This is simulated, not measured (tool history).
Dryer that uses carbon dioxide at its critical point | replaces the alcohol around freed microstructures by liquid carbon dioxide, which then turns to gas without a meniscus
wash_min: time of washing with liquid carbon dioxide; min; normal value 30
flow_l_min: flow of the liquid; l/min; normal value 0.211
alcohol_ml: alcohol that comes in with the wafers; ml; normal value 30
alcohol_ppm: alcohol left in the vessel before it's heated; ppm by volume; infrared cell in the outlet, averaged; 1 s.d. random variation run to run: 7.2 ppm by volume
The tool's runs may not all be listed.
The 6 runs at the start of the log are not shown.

Run 7, hour 48.9: usual settings but flow_l_min 0.265 l/min. Result: alcohol_ppm 148 ppm by volume.
Run 8, hour 57.6: usual settings but flow_l_min 0.265 l/min. Result: alcohol_ppm 159 ppm by volume.
Run 9, hour 67.1: usual settings but wash_min 36 min. Result: alcohol_ppm 179 ppm by volume.
Run 10, hour 76.4: usual settings but alcohol_ml 119 ml. Result: alcohol_ppm 1519 ppm by volume.
Run 11, hour 83.2: usual settings. Result: alcohol_ppm 390 ppm by volume.
Run 12, hour 88.8: usual settings. Result: alcohol_ppm 419 ppm by volume.
Run 13, hour 95.7: usual settings but flow_l_min 0.179 l/min. Result: alcohol_ppm 739 ppm by volume.
Run 14, hour 103.1: usual settings but flow_l_min 0.179 l/min. Result: alcohol_ppm 736 ppm by volume.
Run 15, hour 111.1: usual settings. Result: alcohol_ppm 412 ppm by volume.
Run 16, hour 120.2: usual settings but alcohol_ml 36 ml. Result: alcohol_ppm 502 ppm by volume.
Run 17, hour 130.8: usual settings but wash_min 32 min. Result: alcohol_ppm 328 ppm by volume.
Run 18, hour 139.3: usual settings but wash_min 32 min, alcohol_ml 52 ml. Result: alcohol_ppm 545 ppm by volume.
Run 19, hour 145.6: usual settings but wash_min 47 min, flow_l_min 0.14 l/min, alcohol_ml 80 ml. Result: alcohol_ppm 871 ppm by volume.
Run 20, hour 153.2: usual settings but wash_min 19 min. Result: alcohol_ppm 1979 ppm by volume.
Run 21, hour 159.6: usual settings but wash_min 19 min, flow_l_min 0.173 l/min. Result: alcohol_ppm 3143 ppm by volume.
Run 22, hour 167: usual settings but wash_min 43 min, flow_l_min 0.35 l/min, alcohol_ml 56 ml. Result: alcohol_ppm 35 ppm by volume.
Run 23, hour 172: usual settings but wash_min 42 min, flow_l_min 0.35 l/min, alcohol_ml 29 ml. Result: alcohol_ppm 35 ppm by volume.
Run 24, hour 181.4: usual settings but wash_min 42 min, flow_l_min 0.35 l/min, alcohol_ml 29 ml. Result: alcohol_ppm 41 ppm by volume.
Run 25, hour 189.3: usual settings but wash_min 40 min, flow_l_min 0.328 l/min. Result: alcohol_ppm 37 ppm by volume.
Run 26, hour 194.4: usual settings but flow_l_min 0.265 l/min, alcohol_ml 83 ml. Result: alcohol_ppm 441 ppm by volume.
Run 27, hour 201.7: usual settings but wash_min 25 min, flow_l_min 0.216 l/min, alcohol_ml 54 ml. Result: alcohol_ppm 1464 ppm by volume.
Run 28, hour 210.2: usual settings but wash_min 18 min, flow_l_min 0.134 l/min. Result: alcohol_ppm 5862 ppm by volume.
Run 29, hour 218.6: usual settings but wash_min 18 min, flow_l_min 0.134 l/min. Result: alcohol_ppm 5632 ppm by volume.
Run 30, hour 229.5: usual settings but wash_min 18 min, flow_l_min 0.134 l/min. Result: alcohol_ppm 5861 ppm by volume.
Run 31, hour 235.8: usual settings but alcohol_ml 112 ml. Result: alcohol_ppm 1725 ppm by volume.

What if the next run were any one of these 5? Each begins from the tool's condition after run 31:
Run A, hour 245.9: usual settings but wash_min 42 min, flow_l_min 0.145 l/min, alcohol_ml 73 ml. Result: alcohol_ppm ?.
Run B, hour 245.9: usual settings but wash_min 19 min, flow_l_min 0.152 l/min, alcohol_ml 23 ml. Result: alcohol_ppm ?.
Run C, hour 245.9: usual settings but flow_l_min 0.191 l/min, alcohol_ml 31 ml. Result: alcohol_ppm ?.
Run D, hour 245.9: usual settings but wash_min 20 min, flow_l_min 0.327 l/min, alcohol_ml 76 ml. Result: alcohol_ppm ?.
Run E, hour 245.9: usual settings but wash_min 41 min, flow_l_min 0.128 l/min. Result: alcohol_ppm ?.

run  alcohol_ppm
  A         1226
  B         3290
  C          696
  D         1084
  E          892
Had the tool no hidden state, the same runs would have come out as:
run  alcohol_ppm
  A          925
  B         2884
  C          524
  D          809
  E          691

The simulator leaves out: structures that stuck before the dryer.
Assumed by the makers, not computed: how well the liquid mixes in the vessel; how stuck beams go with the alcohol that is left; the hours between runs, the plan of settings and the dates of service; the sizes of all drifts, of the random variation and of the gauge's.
